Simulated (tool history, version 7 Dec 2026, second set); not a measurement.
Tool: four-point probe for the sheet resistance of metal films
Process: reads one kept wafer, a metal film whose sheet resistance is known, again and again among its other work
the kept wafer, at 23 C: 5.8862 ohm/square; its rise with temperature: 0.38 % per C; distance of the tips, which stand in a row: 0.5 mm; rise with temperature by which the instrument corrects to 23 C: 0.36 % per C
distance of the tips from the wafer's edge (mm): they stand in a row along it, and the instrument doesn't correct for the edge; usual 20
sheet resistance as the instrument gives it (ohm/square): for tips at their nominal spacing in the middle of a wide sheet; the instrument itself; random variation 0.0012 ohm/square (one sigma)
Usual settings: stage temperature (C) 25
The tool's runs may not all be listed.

run	hour	stage temperature (C)	distance of the tips from the wafer's edge (mm)	sheet resistance as the instrument gives it (ohm/square)
1	0	25	20	5.875945
2	35.7	25	20	5.874655
3	77	25	20	5.873487
4	97.9	25	20	5.871682
5	147	25	20	5.871886
6	171.5	32	73	5.881807
7	215.5	32	73	5.881665
8	244.9	19	20	5.870319
9	278	18	11	5.873003
10	302.9	18	11	5.872958

Taken out of this log: 1 entry between the listed runs. Where each belongs, and how the hidden state differs across it:
Between runs 5 and 6: stage's thermometer calibrated (hour 150.6)
  inner tips' distance over the nominal, %: -0.382 -> -0.386; wafer's true temperature over the reading, C: 0.31 -> 0.48
  measured less the result without the state, sheet resistance as the instrument gives it (ohm/square): -0.017499 -> -0.014128

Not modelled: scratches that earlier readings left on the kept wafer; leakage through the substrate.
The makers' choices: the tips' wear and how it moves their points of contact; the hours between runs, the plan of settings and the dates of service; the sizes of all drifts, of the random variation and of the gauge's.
